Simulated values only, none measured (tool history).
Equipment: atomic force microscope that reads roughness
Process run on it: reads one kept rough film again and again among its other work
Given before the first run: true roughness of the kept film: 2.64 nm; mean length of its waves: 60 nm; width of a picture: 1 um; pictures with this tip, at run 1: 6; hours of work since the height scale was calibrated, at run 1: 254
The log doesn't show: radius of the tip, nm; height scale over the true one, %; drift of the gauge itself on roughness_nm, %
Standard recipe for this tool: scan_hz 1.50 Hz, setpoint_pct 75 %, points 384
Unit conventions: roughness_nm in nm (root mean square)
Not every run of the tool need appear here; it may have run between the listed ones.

run	day	scan_hz	setpoint_pct	points	pictures with this tip	hours of work since the height scale was calibrated	roughness_nm
1	0.000	1.50	75	384	6	254	2.414
2	0.225	1.50	75	384	16	258	2.411
3	0.662	1.50	75	384	37	265	2.402
4	0.908	1.50	75	384	49	268	2.383
5	1.175	1.50	75	384	62	273	2.377
6	1.608	1.50	75	384	83	279	2.360
7	2.008	1.50	75	384	102	285	2.360
# day 2.354: new tip fitted
8	2.354	1.50	75	384	0	291	2.441
9	2.633	1.50	75	384	13	295	2.410
10	2.829	1.50	75	384	22	298	2.420
11	3.242	1.50	75	384	42	304	2.387
12	3.492	1.50	77	384	54	308	2.354
13	3.775	1.50	77	384	68	313	2.339
14	4.108	1.34	75	384	84	318	2.348
15	4.346	1.50	75	384	95	321	2.374
16	4.708	1.50	75	384	112	327	2.355
# day 4.842: new tip fitted
17	5.154	1.50	75	384	15	334	2.412
18	5.554	1.50	75	384	34	340	2.413
19	5.800	1.50	75	384	46	344	2.388
20	6.192	1.50	71	384	64	350	2.411
21	6.658	1.50	75	299	87	357	2.353
22	7.029	1.50	75	384	105	363	2.357
# day 7.325: new tip fitted
23	7.500	1.31	75	384	8	370	2.456
24	7.792	1.50	60	344	22	374	2.493
25	8.267	1.50	60	344	45	381	2.490
26	8.650	1.50	75	450	63	387	2.382
27	8.933	1.35	75	653	77	392	2.382
28	9.383	1.35	75	653	98	399	2.364
29	9.608	1.01	62	591	109	402	2.438
# day 9.833: new tip fitted
30	10.046	0.87	75	772	10	409	2.489
31	10.304	0.87	75	772	22	413	2.474
32	10.738	0.83	72	384	43	419	2.472
33	11.058	1.62	77	613	59	424	2.338
34	11.321	1.50	76	384	71	428	2.358
35	11.629	1.10	55	698	86	433	2.471
36	12.096	2.95	74	506	108	440	2.227
# day 12.312: new tip fitted
37	12.488	1.27	71	334	8	446	2.461
38	12.833	1.91	71	334	25	451	2.401
39	13.088	1.91	71	334	37	455	2.393
40	13.529	1.50	56	459	58	462	2.495
41	13.754	1.50	56	459	69	466	2.478
42	13.983	1.50	56	459	80	469	2.447
43	14.279	1.50	56	459	94	474	2.439
44	14.488	0.55	75	384	104	477	2.438

The same runs without the tool's hidden state, with the same run-to-run variation:
run	roughness_nm
1	2.429
2	2.433
3	2.439
4	2.429
5	2.431
6	2.429
7	2.443
8	2.453
9	2.431
10	2.450
11	2.432
12	2.407
13	2.403
14	2.425
15	2.459
16	2.453
17	2.434
18	2.450
19	2.433
20	2.470
21	2.428
22	2.447
23	2.474
24	2.522
25	2.537
26	2.441
27	2.453
28	2.450
29	2.535
30	2.513
31	2.506
32	2.521
33	2.397
34	2.425
35	2.553
36	2.316
37	2.484
38	2.436
39	2.438
40	2.558
41	2.550
42	2.527
43	2.530
44	2.536

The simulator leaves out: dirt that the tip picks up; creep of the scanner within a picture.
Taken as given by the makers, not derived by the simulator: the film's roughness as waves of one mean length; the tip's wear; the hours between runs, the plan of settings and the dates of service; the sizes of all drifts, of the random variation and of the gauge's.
